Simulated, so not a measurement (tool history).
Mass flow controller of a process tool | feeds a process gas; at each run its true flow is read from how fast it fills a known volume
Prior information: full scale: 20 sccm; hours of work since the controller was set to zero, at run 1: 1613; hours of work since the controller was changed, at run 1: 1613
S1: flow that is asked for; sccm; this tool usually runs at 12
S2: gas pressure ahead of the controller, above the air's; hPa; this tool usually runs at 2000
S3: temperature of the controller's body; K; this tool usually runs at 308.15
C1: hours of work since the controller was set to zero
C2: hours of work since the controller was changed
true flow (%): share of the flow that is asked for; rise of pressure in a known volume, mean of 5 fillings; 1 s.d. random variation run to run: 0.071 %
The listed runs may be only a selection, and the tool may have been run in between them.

Run 1, day 0.000: usual settings; C1 1613; C2 1613. Result: true flow (%) 101.60.
Run 2, day 2.096: usual settings; C1 1647; C2 1647. Result: true flow (%) 101.65.
Run 3, day 3.625: usual settings; C1 1672; C2 1672. Result: true flow (%) 101.63.
Run 4, day 5.708: usual settings; C1 1705; C2 1705. Result: true flow (%) 101.74.
Run 5, day 8.404: usual settings but S3 299.15 K; C1 1749; C2 1749. Result: true flow (%) 101.23.
Run 6, day 10.958: usual settings but S3 299.15 K; C1 1790; C2 1790. Result: true flow (%) 101.10.
Run 7, day 14.421: usual settings but S3 295.15 K; C1 1845; C2 1845. Result: true flow (%) 100.94.
Run 8, day 16.204: usual settings but S1 5 sccm; C1 1874; C2 1874. Result: true flow (%) 101.68.
At day 16.488: controller's zero set anew.
Run 9, day 18.071: usual settings but S1 4 sccm; C1 25; C2 1904. Result: true flow (%) 102.42.
Run 10, day 20.688: usual settings but S1 4 sccm; C1 68; C2 1946. Result: true flow (%) 102.48.
Run 11, day 22.775: usual settings but S2 1650 hPa; C1 101; C2 1979. Result: true flow (%) 102.22.
Run 12, day 24.379: usual settings but S2 1650 hPa; C1 127; C2 2005. Result: true flow (%) 102.23.
Run 13, day 27.596: usual settings but S2 1650 hPa; C1 179; C2 2057. Result: true flow (%) 102.30.
At day 29.821: controller's zero set anew, once more.
Run 14, day 30.242: usual settings but S1 9 sccm; C1 7; C2 2099. Result: true flow (%) 101.30.
Run 15, day 32.912: usual settings but S1 9 sccm; C1 50; C2 2142. Result: true flow (%) 101.42.
Run 16, day 36.050: usual settings but S1 9 sccm; C1 100; C2 2193. Result: true flow (%) 101.40.
Run 17, day 38.438: usual settings but S1 9 sccm; C1 139; C2 2231. Result: true flow (%) 101.39.
Run 18, day 42.146: usual settings but S1 9 sccm; C1 198; C2 2291. Result: true flow (%) 101.49.
Run 19, day 44.162: usual settings but S2 2190 hPa; C1 231; C2 2323. Result: true flow (%) 101.85.
Run 20, day 46.579: usual settings but S1 11 sccm, S2 2340 hPa; C1 270; C2 2362. Result: true flow (%) 101.83.
Run 21, day 49.425: usual settings but S1 7 sccm, S3 303.15 K; C1 315; C2 2408. Result: true flow (%) 101.03.
Run 22, day 51.762: usual settings but S2 2710 hPa, S3 293.15 K; C1 353; C2 2445. Result: true flow (%) 100.97.
Run 23, day 55.288: usual settings but S2 1510 hPa, S3 304.15 K; C1 410; C2 2502. Result: true flow (%) 101.74.
Run 24, day 58.454: usual settings but S1 3 sccm, S2 1500 hPa, S3 304.15 K; C1 460; C2 2553. Result: true flow (%) 100.95.
Run 25, day 61.338: usual settings but S1 3 sccm, S2 1500 hPa, S3 304.15 K; C1 507; C2 2599. Result: true flow (%) 101.16.
Run 26, day 63.975: usual settings but S1 3 sccm, S2 1500 hPa, S3 304.15 K; C1 549; C2 2642. Result: true flow (%) 101.23.
Run 27, day 65.662: usual settings but S1 2 sccm, S2 1800 hPa, S3 311.15 K; C1 576; C2 2669. Result: true flow (%) 102.06.

How the hidden state differs across the entries between the runs, from the last listed run before each to the first after it:
Logged between run 8 and run 9: controller's zero set anew (day 16.488)
  flow at rest that the sensor doesn't see, % of full scale: 0.295 -> 0.429; true flow over the shown one, %: 1.72 -> 1.75
  the result without the hidden state subtracted from the measured one, true flow (%): +2.90 -> +3.89
Logged between run 13 and run 14: controller's zero set anew, once more (day 29.821)
  flow at rest that the sensor doesn't see, % of full scale: 0.449 -> 0.024; true flow over the shown one, %: 1.88 -> 1.92
  the result without the hidden state subtracted from the measured one, true flow (%): +2.64 -> +1.98

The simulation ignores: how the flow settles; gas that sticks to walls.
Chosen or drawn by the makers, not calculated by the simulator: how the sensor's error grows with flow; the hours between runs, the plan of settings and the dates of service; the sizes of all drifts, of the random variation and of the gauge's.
